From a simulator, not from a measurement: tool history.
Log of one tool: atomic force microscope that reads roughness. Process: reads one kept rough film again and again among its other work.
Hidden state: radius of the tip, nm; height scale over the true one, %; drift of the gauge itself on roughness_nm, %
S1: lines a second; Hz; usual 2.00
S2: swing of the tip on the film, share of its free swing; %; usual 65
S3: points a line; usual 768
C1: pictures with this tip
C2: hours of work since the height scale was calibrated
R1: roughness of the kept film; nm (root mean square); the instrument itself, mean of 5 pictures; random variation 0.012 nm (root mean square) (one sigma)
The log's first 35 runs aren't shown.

run     day    S1  S2   S3   C1   C2     R1
 36  14.638  0.51  60  525   92  562  2.841
 37  15.229  0.51  60  525  120  571  2.785
 38  15.554  1.59  83  746  135  577  2.532
 39  16.058  0.91  83  721  158  585  2.624
 40  16.458  1.98  55  502  177  591  2.670
 41  16.929  2.00  65  413  198  599  2.585
 42  17.521  1.05  61  768  226  609  2.632
 43  17.938  1.83  61  768  245  616  2.591
 44  18.321  1.83  61  768  262  622  2.558
 45  18.754  2.20  61  442  282  629  2.481
 46  19.000  0.73  88  363  294  633  2.420
 47  19.425  0.73  88  363  314  640  2.407
     19.604  -- new tip fitted
 48  19.788  0.73  88  363    8  645  2.811
 49  20.079  1.34  88  363   22  650  2.674
 50  20.604  1.21  76  784   46  659  2.804
 51  21.142  1.21  76  784   71  668  2.769
 52  21.562  0.99  80  872   90  674  2.722
 53  21.867  0.99  57  283  104  679  2.740

Forecast each of these 4 alternatives for the next run:
  A  22.333  0.99  61  520  126  687   ?
  B  22.333  3.93  61  768  126  687   ?
  C  22.333  0.68  57  283  126  687   ?
  D  22.333  3.04  61  568  126  687   ?

run     R1
  A  2.786
  B  2.659
  C  2.743
  D  2.691
Without the tool's hidden state the same runs would have given:
run     R1
  A  3.007
  B  2.869
  C  2.961
  D  2.904
